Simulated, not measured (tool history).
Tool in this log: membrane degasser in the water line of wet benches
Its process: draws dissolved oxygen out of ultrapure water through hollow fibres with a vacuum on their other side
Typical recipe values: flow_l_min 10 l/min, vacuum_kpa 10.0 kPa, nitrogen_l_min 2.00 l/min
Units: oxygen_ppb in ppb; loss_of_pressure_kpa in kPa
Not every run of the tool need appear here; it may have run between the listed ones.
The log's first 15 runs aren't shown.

run    hour  flow_l_min  vacuum_kpa  nitrogen_l_min  hours since the membrane was changed  hours since the vacuum gauge was calibrated  hours since the vacuum lines were made tight  oxygen_ppb  loss_of_pressure_kpa
 16   873.6          10         6.3            2.00                                  2419                                         6269                                          8987        56.6                 45.26
 17   931.9          10         8.2            4.06                                  2477                                         6327                                          9045        49.8                 45.03
 18   978.3           7        10.0            3.35                                  2523                                         6373                                          9091        39.8                 31.82
 19  1062.9          10        22.4            2.85                                  2608                                         6458                                          9176       183.8                 45.57
 20  1110.2          13        13.4            3.40                                  2655                                         6505                                          9223       141.4                 58.97
 21  1193.3          13         8.5            2.01                                  2738                                         6588                                          9306       129.0                 58.87
 22  1273.6          14        13.0            2.98                                  2819                                         6669                                          9387       171.8                 63.82
 23  1324.2          11        23.1            2.39                                  2869                                         6719                                          9437       241.4                 50.16

Predict the results of run 24:
 24  1406.2          11        13.9            2.39                                  2951                                         6801                                          9519           ?                     ?

{"run 24": {"oxygen_ppb": 145.9, "loss_of_pressure_kpa": 50.28}}
Had the tool carried no hidden state, the very same run would have given oxygen_ppb 145.6 ppb, loss_of_pressure_kpa 49.38 kPa.
